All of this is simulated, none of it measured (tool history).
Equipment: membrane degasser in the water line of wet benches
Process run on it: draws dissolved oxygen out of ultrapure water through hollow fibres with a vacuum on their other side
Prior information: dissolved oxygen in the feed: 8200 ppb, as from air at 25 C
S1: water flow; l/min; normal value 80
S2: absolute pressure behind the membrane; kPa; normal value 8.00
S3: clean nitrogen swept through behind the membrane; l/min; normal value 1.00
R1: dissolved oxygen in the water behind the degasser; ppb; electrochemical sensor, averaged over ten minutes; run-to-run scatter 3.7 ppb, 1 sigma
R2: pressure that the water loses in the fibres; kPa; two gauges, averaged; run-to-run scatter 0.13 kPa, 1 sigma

run    hour   S1     S2    S3      R1     R2
  1     0.0   80   8.00  1.00   732.5  28.93
  2   137.7   80   8.00  1.00   737.2  28.88
  3   294.1   80   8.00  1.00   736.9  29.00
  4   456.3   88   8.00  1.00   818.5  31.79
  5   557.9   80   8.00  1.00   735.8  29.09
  6   666.4   80  10.53  1.00  1022.4  29.09
  7   812.2   80  10.53  1.00  1021.4  28.92
      847.4  -- membrane cartridge changed
  8   898.9   80  10.53  1.00  1025.2  29.18
  9  1048.8   80   9.14  1.00   867.7  29.13
 10  1211.8   80   9.14  1.00   865.0  28.93
 11  1346.0  126  15.63  1.00  2169.6  45.81
 12  1460.5  126  15.63  1.00  2186.5  45.76
 13  1569.5  126  12.54  1.00  1813.5  45.37
 14  1696.1  126  12.54  1.00  1820.7  45.78
 15  1864.3   96   4.90  1.00   481.6  34.76
 16  2000.3   52   4.94  1.27   169.1  18.83
 17  2194.6   55   4.94  1.27   182.2  19.78

Each row is a separate what-if for the run after 17, all from the same tool condition, not one after another. Results?
     2282.6  -- vacuum gauge calibrated
  A  2292.1  55  4.94  1.87   ?   ?
     2282.6  -- vacuum gauge calibrated
  B  2292.1  78  4.94  1.27   ?   ?
     2282.6  -- vacuum gauge calibrated
  C  2292.1  55  7.35  1.27   ?   ?

run     R1     R2
  A  143.2  19.88
  B  316.6  28.10
  C  376.7  19.72
The same runs, with their run-to-run variation unchanged, on a tool lacking any hidden condition would have given:
run     R1     R2
  A  143.1  19.87
  B  316.4  28.09
  C  376.6  19.71
